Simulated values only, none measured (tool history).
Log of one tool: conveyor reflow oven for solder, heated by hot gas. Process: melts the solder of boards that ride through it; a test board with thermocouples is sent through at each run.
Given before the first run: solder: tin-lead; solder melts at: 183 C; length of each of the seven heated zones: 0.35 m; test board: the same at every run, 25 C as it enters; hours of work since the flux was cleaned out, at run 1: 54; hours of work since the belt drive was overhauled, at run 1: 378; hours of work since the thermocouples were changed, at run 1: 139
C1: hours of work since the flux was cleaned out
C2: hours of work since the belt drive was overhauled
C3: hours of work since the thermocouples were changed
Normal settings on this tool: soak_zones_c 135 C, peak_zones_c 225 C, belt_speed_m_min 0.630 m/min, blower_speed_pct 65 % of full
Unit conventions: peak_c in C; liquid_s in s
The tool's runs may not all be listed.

Run 1, hour 0.0: usual settings; C1 54; C2 378; C3 139. Result: peak_c 209.3 C, liquid_s 43.6 s.
Run 2, hour 6.0: usual settings; C1 57; C2 382; C3 142. Result: peak_c 208.7 C, liquid_s 44.1 s.
Run 3, hour 12.5: usual settings; C1 60; C2 385; C3 146. Result: peak_c 209.5 C, liquid_s 43.8 s.
Run 4, hour 21.1: usual settings; C1 65; C2 390; C3 151. Result: peak_c 209.2 C, liquid_s 43.6 s.
Run 5, hour 30.7: usual settings; C1 70; C2 395; C3 156. Result: peak_c 209.8 C, liquid_s 43.7 s.
Run 6, hour 39.4: usual settings; C1 75; C2 400; C3 161. Result: peak_c 209.1 C, liquid_s 44.0 s.
Run 7, hour 52.1: usual settings but peak_zones_c 227 C; C1 82; C2 407; C3 168. Result: peak_c 210.8 C, liquid_s 45.2 s.
Run 8, hour 58.8: usual settings but peak_zones_c 215 C; C1 86; C2 410; C3 171. Result: peak_c 200.5 C, liquid_s 35.8 s.
Run 9, hour 67.0: usual settings but soak_zones_c 129 C, belt_speed_m_min 0.618 m/min, blower_speed_pct 77 % of full; C1 90; C2 415; C3 176. Result: peak_c 210.8 C, liquid_s 45.2 s.
Run 10, hour 75.8: usual settings but soak_zones_c 139 C, peak_zones_c 236 C; C1 95; C2 420; C3 181. Result: peak_c 219.6 C, liquid_s 52.3 s.
Run 11, hour 81.4: usual settings but soak_zones_c 125 C, peak_zones_c 236 C, belt_speed_m_min 0.744 m/min, blower_speed_pct 86 % of full; C1 98; C2 423; C3 184. Result: peak_c 216.5 C, liquid_s 38.6 s.
Run 12, hour 89.5: usual settings but soak_zones_c 125 C, peak_zones_c 238 C, belt_speed_m_min 0.744 m/min, blower_speed_pct 70 % of full; C1 102; C2 427; C3 188. Result: peak_c 214.3 C, liquid_s 37.1 s.
Run 13, hour 96.8: usual settings but soak_zones_c 125 C, peak_zones_c 221 C, belt_speed_m_min 0.744 m/min, blower_speed_pct 53 % of full; C1 106; C2 431; C3 192. Result: peak_c 194.9 C, liquid_s 17.7 s.
Run 14, hour 109.0: usual settings but soak_zones_c 148 C, peak_zones_c 222 C, belt_speed_m_min 0.531 m/min, blower_speed_pct 53 % of full; C1 113; C2 438; C3 199. Result: peak_c 210.9 C, liquid_s 59.6 s.

Below, each run's measurement less what the same run would have read without the hidden state. Both values contain the same run-to-run variation, but the gauge's scatter may not be the same in both:
Hidden state present: heat that the gas passes to the board, % of a clean oven's; belt's true speed, % of the reading; true gas temperature in zones 6 and 7 over the reading, C; drift of the gauge itself on peak_c, C; drift of the gauge itself on liquid_s, %.
run  liquid_s
  1      +0.8
  2      +0.8
  3      +0.8
  4      +0.7
  5      +0.8
  6      +0.8
  7      +0.8
  8      +0.6
  9      +0.7
 10      +0.8
 11      +0.6
 12      +0.6
 13      +0.5
 14      +0.9
peak_c: at most 0.3 C away from the measurement, every run.
